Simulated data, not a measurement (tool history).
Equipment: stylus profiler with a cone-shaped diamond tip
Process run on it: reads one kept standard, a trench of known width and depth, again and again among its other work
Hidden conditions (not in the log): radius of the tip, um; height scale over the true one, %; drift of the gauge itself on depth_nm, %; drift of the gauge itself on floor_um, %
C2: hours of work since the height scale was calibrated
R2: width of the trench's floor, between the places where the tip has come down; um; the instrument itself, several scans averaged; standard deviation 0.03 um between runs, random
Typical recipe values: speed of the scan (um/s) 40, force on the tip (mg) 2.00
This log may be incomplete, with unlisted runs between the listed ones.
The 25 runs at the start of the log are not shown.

run 26 hour=350.8 | speed_of_the_scan_(um/s)=65 force_on_the_tip_(mg)=4.25 | scans_with_this_tip=1999 C2=142 | depth_of_the_trench_(Å)=10216.7 R2=93.44
run 27 hour=367.6 | speed_of_the_scan_(um/s)=65 force_on_the_tip_(mg)=4.25 | scans_with_this_tip=2108 C2=150 | depth_of_the_trench_(Å)=10216.1 R2=93.41
run 28 hour=378.4 | speed_of_the_scan_(um/s)=42 force_on_the_tip_(mg)=2.67 | scans_with_this_tip=2178 C2=155 | depth_of_the_trench_(Å)=10155.3 R2=93.43
run 29 hour=399.3 | speed_of_the_scan_(um/s)=147 force_on_the_tip_(mg)=1.12 | scans_with_this_tip=2314 C2=165 | depth_of_the_trench_(Å)=10082.3 R2=92.93
run 30 hour=413.0 | speed_of_the_scan_(um/s)=46 force_on_the_tip_(mg)=5.62 | scans_with_this_tip=2403 C2=171 | depth_of_the_trench_(Å)=10260.2 R2=93.42
run 31 hour=426.1 | speed_of_the_scan_(um/s)=46 force_on_the_tip_(mg)=5.62 | scans_with_this_tip=2488 C2=177 | depth_of_the_trench_(Å)=10265.0 R2=93.42
run 32 hour=434.7 | speed_of_the_scan_(um/s)=46 force_on_the_tip_(mg)=5.62 | scans_with_this_tip=2544 C2=181 | depth_of_the_trench_(Å)=10260.1 R2=93.43
run 33 hour=445.4 | speed_of_the_scan_(um/s)=45 force_on_the_tip_(mg)=1.72 | scans_with_this_tip=2614 C2=186 | depth_of_the_trench_(Å)=10117.0 R2=93.31
run 34 hour=466.2 | speed_of_the_scan_(um/s)=45 force_on_the_tip_(mg)=1.72 | scans_with_this_tip=2750 C2=196 | depth_of_the_trench_(Å)=10111.8 R2=93.35
run 35 hour=476.6 | speed_of_the_scan_(um/s)=72 force_on_the_tip_(mg)=0.94 | scans_with_this_tip=2818 C2=200 | depth_of_the_trench_(Å)=10071.6 R2=93.07
run 36 hour=490.2 | speed_of_the_scan_(um/s)=57 force_on_the_tip_(mg)=1.57 | scans_with_this_tip=2906 C2=207 | depth_of_the_trench_(Å)=10107.6 R2=93.24
run 37 hour=508.8 | speed_of_the_scan_(um/s)=27 force_on_the_tip_(mg)=2.95 | scans_with_this_tip=3027 C2=215 | depth_of_the_trench_(Å)=10164.1 R2=93.34
run 38 hour=518.6 | speed_of_the_scan_(um/s)=27 force_on_the_tip_(mg)=2.95 | scans_with_this_tip=3090 C2=220 | depth_of_the_trench_(Å)=10167.0 R2=93.38
run 39 hour=534.9 | speed_of_the_scan_(um/s)=117 force_on_the_tip_(mg)=2.45 | scans_with_this_tip=3197 C2=227 | depth_of_the_trench_(Å)=10146.4 R2=93.09
run 40 hour=554.6 | speed_of_the_scan_(um/s)=117 force_on_the_tip_(mg)=3.45 | scans_with_this_tip=3325 C2=236 | depth_of_the_trench_(Å)=10181.3 R2=93.08
run 41 hour=571.7 | speed_of_the_scan_(um/s)=117 force_on_the_tip_(mg)=3.45 | scans_with_this_tip=3436 C2=244 | depth_of_the_trench_(Å)=10183.3 R2=93.03
run 42 hour=589.5 | speed_of_the_scan_(um/s)=63 force_on_the_tip_(mg)=0.71 | scans_with_this_tip=3552 C2=253 | depth_of_the_trench_(Å)=10058.3 R2=92.97
run 43 hour=603.0 | speed_of_the_scan_(um/s)=71 force_on_the_tip_(mg)=0.71 | scans_with_this_tip=3640 C2=259 | depth_of_the_trench_(Å)=10060.7 R2=92.90
run 44 hour=619.3 | speed_of_the_scan_(um/s)=58 force_on_the_tip_(mg)=0.80 | scans_with_this_tip=3746 C2=266 | depth_of_the_trench_(Å)=10059.7 R2=92.96
run 45 hour=636.7 | speed_of_the_scan_(um/s)=18 force_on_the_tip_(mg)=5.65 | scans_with_this_tip=3859 C2=274 | depth_of_the_trench_(Å)=10256.8 R2=93.18
run 46 hour=647.7 | speed_of_the_scan_(um/s)=18 force_on_the_tip_(mg)=5.65 | scans_with_this_tip=3931 C2=279 | depth_of_the_trench_(Å)=10261.8 R2=93.21

Forecast each of these 4 alternatives for the next run:
run A hour=668.5 | speed_of_the_scan_(um/s)=59 force_on_the_tip_(mg)=3.52 | scans_with_this_tip=4066 C2=289 | depth_of_the_trench_(Å)=? R2=?
run B hour=668.5 | speed_of_the_scan_(um/s)=17 force_on_the_tip_(mg)=0.93 | scans_with_this_tip=4066 C2=289 | depth_of_the_trench_(Å)=? R2=?
run C hour=668.5 | speed_of_the_scan_(um/s)=160 force_on_the_tip_(mg)=5.65 | scans_with_this_tip=4066 C2=289 | depth_of_the_trench_(Å)=? R2=?
run D hour=668.5 | speed_of_the_scan_(um/s)=18 force_on_the_tip_(mg)=4.02 | scans_with_this_tip=4066 C2=289 | depth_of_the_trench_(Å)=? R2=?

run=A depth_of_the_trench_(Å)=10184.3 R2=93.07
run=B depth_of_the_trench_(Å)=10075.9 R2=93.16
run=C depth_of_the_trench_(Å)=10259.2 R2=92.88
run=D depth_of_the_trench_(Å)=10206.6 R2=93.07
Take away the tool's hidden state, keep each run's random variation, and the runs would have read:
run=A depth_of_the_trench_(Å)=10193.0 R2=93.87
run=B depth_of_the_trench_(Å)=10084.5 R2=93.95
run=C depth_of_the_trench_(Å)=10267.9 R2=93.68
run=D depth_of_the_trench_(Å)=10215.3 R2=93.87

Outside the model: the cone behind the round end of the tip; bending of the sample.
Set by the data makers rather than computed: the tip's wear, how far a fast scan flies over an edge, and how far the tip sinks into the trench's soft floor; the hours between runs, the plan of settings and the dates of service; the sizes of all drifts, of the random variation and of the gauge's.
